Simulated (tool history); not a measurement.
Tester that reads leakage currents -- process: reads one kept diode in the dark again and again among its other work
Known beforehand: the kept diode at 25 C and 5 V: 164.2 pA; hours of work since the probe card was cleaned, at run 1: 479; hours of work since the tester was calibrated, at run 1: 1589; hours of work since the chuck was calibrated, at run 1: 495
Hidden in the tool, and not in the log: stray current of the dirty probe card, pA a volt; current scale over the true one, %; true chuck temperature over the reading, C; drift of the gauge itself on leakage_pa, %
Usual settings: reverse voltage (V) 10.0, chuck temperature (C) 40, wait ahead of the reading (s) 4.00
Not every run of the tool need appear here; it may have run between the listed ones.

run,hour,reverse voltage (V),chuck temperature (C),wait ahead of the reading (s),hours of work since the probe card was cleaned,hours of work since the tester was calibrated,hours of work since the chuck was calibrated,current that the tester gives (pA)
1,0.0,10.0,40,4.00,479,1589,495,625.00
2,48.9,10.0,40,0.52,502,1612,518,632.31
3,116.1,10.0,40,4.00,534,1644,550,626.33
4,181.9,10.0,40,4.00,565,1675,581,628.75
5,234.6,10.0,35,4.00,590,1699,605,455.27
6,281.9,10.0,35,4.00,612,1722,628,453.89
7,351.4,10.0,35,4.00,644,1754,660,456.06
8,402.4,10.0,40,3.99,668,1778,684,633.82

What will run 9 give?
9,439.8,1.5,24,2.05,686,1796,702,?

Run 9 came out at current that the tester gives (pA) 118.13.
Without the tool's hidden state the same run would have given current that the tester gives (pA) 106.32.
